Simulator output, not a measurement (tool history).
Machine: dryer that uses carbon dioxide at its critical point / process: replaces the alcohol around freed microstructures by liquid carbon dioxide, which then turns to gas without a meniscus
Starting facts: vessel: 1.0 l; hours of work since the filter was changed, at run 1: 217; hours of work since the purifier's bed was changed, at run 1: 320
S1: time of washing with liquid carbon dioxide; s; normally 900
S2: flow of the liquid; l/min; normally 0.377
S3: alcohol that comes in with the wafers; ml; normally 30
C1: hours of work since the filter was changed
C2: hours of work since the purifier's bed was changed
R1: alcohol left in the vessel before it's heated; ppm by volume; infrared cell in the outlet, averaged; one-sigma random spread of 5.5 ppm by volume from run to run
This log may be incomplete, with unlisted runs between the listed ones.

{"run": 1, "hour": 0.0, "S1": 900, "S2": 0.377, "S3": 30, "C1": 217, "C2": 320, "R1": 245}
{"run": 2, "hour": 27.2, "S1": 900, "S2": 0.377, "S3": 30, "C1": 237, "C2": 339, "R1": 250}
{"run": 3, "hour": 46.5, "S1": 1080, "S2": 0.377, "S3": 30, "C1": 250, "C2": 352, "R1": 135}
{"run": 4, "hour": 74.1, "S1": 1080, "S2": 0.377, "S3": 30, "C1": 270, "C2": 372, "R1": 140}
{"run": 5, "hour": 88.2, "S1": 1080, "S2": 0.377, "S3": 30, "C1": 280, "C2": 382, "R1": 132}
{"run": 6, "hour": 111.8, "S1": 1140, "S2": 0.377, "S3": 30, "C1": 297, "C2": 399, "R1": 127}
{"run": 7, "hour": 124.1, "S1": 1140, "S2": 0.377, "S3": 30, "C1": 305, "C2": 407, "R1": 122}
{"run": 8, "hour": 141.2, "S1": 1140, "S2": 0.377, "S3": 30, "C1": 318, "C2": 420, "R1": 126}
{"run": 9, "hour": 157.3, "S1": 1140, "S2": 0.377, "S3": 30, "C1": 329, "C2": 431, "R1": 117}
{"run": 10, "hour": 173.9, "S1": 900, "S2": 0.377, "S3": 30, "C1": 341, "C2": 443, "R1": 290}
{"run": 11, "hour": 190.2, "S1": 900, "S2": 0.377, "S3": 30, "C1": 352, "C2": 454, "R1": 282}
{"hour": 193.0, "done": "inlet filter changed"}
{"run": 12, "hour": 214.3, "S1": 900, "S2": 0.377, "S3": 30, "C1": 15, "C2": 471, "R1": 226}
{"run": 13, "hour": 227.0, "S1": 900, "S2": 0.377, "S3": 30, "C1": 24, "C2": 480, "R1": 239}
{"run": 14, "hour": 252.8, "S1": 900, "S2": 0.377, "S3": 30, "C1": 42, "C2": 498, "R1": 236}
{"run": 15, "hour": 264.9, "S1": 900, "S2": 0.377, "S3": 30, "C1": 51, "C2": 507, "R1": 235}
{"run": 16, "hour": 279.1, "S1": 720, "S2": 0.61, "S3": 87, "C1": 61, "C2": 517, "R1": 176}
{"run": 17, "hour": 302.9, "S1": 600, "S2": 0.239, "S3": 25, "C1": 78, "C2": 533, "R1": 3090}
{"run": 18, "hour": 322.4, "S1": 1260, "S2": 0.359, "S3": 25, "C1": 92, "C2": 547, "R1": 107}
{"run": 19, "hour": 340.3, "S1": 720, "S2": 0.628, "S3": 48, "C1": 104, "C2": 560, "R1": 125}
{"run": 20, "hour": 365.5, "S1": 720, "S2": 0.628, "S3": 48, "C1": 122, "C2": 578, "R1": 126}
{"run": 21, "hour": 388.6, "S1": 720, "S2": 0.628, "S3": 48, "C1": 139, "C2": 594, "R1": 127}
{"run": 22, "hour": 416.0, "S1": 720, "S2": 0.628, "S3": 48, "C1": 158, "C2": 614, "R1": 134}
{"run": 23, "hour": 443.7, "S1": 720, "S2": 0.628, "S3": 48, "C1": 178, "C2": 633, "R1": 134}
{"run": 24, "hour": 461.6, "S1": 1200, "S2": 0.292, "S3": 44, "C1": 190, "C2": 646, "R1": 344}
{"run": 25, "hour": 481.4, "S1": 660, "S2": 0.271, "S3": 38, "C1": 204, "C2": 660, "R1": 2859}
{"run": 26, "hour": 503.4, "S1": 660, "S2": 0.271, "S3": 38, "C1": 220, "C2": 676, "R1": 2872}
{"run": 27, "hour": 528.7, "S1": 900, "S2": 0.31, "S3": 80, "C1": 238, "C2": 694, "R1": 1430}
{"run": 28, "hour": 544.6, "S1": 600, "S2": 0.429, "S3": 78, "C1": 249, "C2": 705, "R1": 1790}
{"run": 29, "hour": 567.8, "S1": 1140, "S2": 0.377, "S3": 30, "C1": 266, "C2": 721, "R1": 165}

Below, some changes in R1 between adjacent runs. For each, the amount present without the hidden state too (settings, incoming material, random variation) and the amount remaining for the hidden state with gauge scatter not shared by both compared results:
Hidden conditions of the tool in this case: flow that reaches the vessel past the clogged filter, %; alcohol in the recycled carbon dioxide, ppm; drift of the gauge itself on alcohol_ppm, %.
Run 16 -> 17: S1 720 -> 600, S2 0.61 -> 0.239, S3 87 -> 25. R1 +2914 ppm by volume: hidden state +101, all else +2813.
Run 17 -> 18: S1 600 -> 1260, S2 0.239 -> 0.359. R1 -2983 ppm by volume: hidden state -102, all else -2881.
Run 24 -> 25: S1 1200 -> 660, S2 0.292 -> 0.271, S3 44 -> 38. R1 +2515 ppm by volume: hidden state +241, all else +2274.
Run 28 -> 29: S1 600 -> 1140, S2 0.429 -> 0.377, S3 78 -> 30. R1 -1625 ppm by volume: hidden state -275, all else -1350.
